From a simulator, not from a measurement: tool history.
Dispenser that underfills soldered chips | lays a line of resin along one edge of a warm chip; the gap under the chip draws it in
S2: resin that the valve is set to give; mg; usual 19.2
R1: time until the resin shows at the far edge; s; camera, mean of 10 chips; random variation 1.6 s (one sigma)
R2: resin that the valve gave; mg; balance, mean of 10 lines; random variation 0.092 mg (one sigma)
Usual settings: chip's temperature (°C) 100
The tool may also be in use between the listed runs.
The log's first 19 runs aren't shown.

Run 20, hour 80.2: usual settings but S2 18.5 mg. Result: R1 216.3 s, R2 18.29 mg.
At hour 83.1: new syringe of resin.
Run 21, hour 84.8: usual settings but chip's temperature (°C) 101, S2 21.5 mg. Result: R1 165.7 s, R2 21.20 mg.
Run 22, hour 88.2: usual settings but chip's temperature (°C) 101, S2 21.5 mg. Result: R1 193.1 s, R2 21.13 mg.
At hour 92.4: new syringe of resin.
Run 23, hour 92.5: usual settings but chip's temperature (°C) 91, S2 21.5 mg. Result: R1 221.4 s, R2 21.12 mg.
Run 24, hour 96.0: usual settings but chip's temperature (°C) 109, S2 16.9 mg. Result: R1 147.1 s, R2 16.66 mg.
Run 25, hour 99.0: usual settings but chip's temperature (°C) 109, S2 16.9 mg. Result: R1 168.4 s, R2 16.56 mg.
At hour 102.0: new syringe of resin.
Run 26, hour 103.3: usual settings but chip's temperature (°C) 109, S2 16.9 mg. Result: R1 130.3 s, R2 16.64 mg.
Run 27, hour 105.8: usual settings but chip's temperature (°C) 94, S2 16.4 mg. Result: R1 241.5 s, R2 16.03 mg.
At hour 111.5: new syringe of resin.
Run 28, hour 111.5: usual settings but chip's temperature (°C) 108, S2 23.4 mg. Result: R1 120.6 s, R2 22.95 mg.
Run 29, hour 116.8: usual settings but chip's temperature (°C) 95, S2 18.6 mg. Result: R1 245.0 s, R2 18.13 mg.
At hour 120.9: new syringe of resin.
Run 30, hour 122.4: usual settings but chip's temperature (°C) 95, S2 18.6 mg. Result: R1 204.4 s, R2 18.41 mg.
Run 31, hour 126.0: usual settings but chip's temperature (°C) 95, S2 18.6 mg. Result: R1 243.2 s, R2 17.94 mg.
Run 32, hour 129.0: usual settings but chip's temperature (°C) 89, S2 17.1 mg. Result: R1 345.0 s, R2 16.53 mg.
At hour 130.2: new syringe of resin.
Run 33, hour 133.2: usual settings but chip's temperature (°C) 93, S2 18.0 mg. Result: R1 241.3 s, R2 17.57 mg.
Run 34, hour 136.8: usual settings but chip's temperature (°C) 93, S2 18.0 mg. Result: R1 285.6 s, R2 17.63 mg.

Forecast each of these 3 alternatives for the next run:
At hour 139.5: new syringe of resin.
Run A, hour 139.6: usual settings but chip's temperature (°C) 105. Result: R1 ?, R2 ?.
At hour 139.5: new syringe of resin.
Run B, hour 139.6: usual settings but S2 21.2 mg. Result: R1 ?, R2 ?.
At hour 139.5: new syringe of resin.
Run C, hour 139.6: usual settings but chip's temperature (°C) 102, S2 19.9 mg. Result: R1 ?, R2 ?.

run     R1     R2
  A  137.5  18.72
  B  158.2  20.76
  C  153.3  19.23
Without the tool's hidden state the same runs would have given:
run     R1     R2
  A  130.2  19.25
  B  149.9  21.35
  C  145.2  19.78
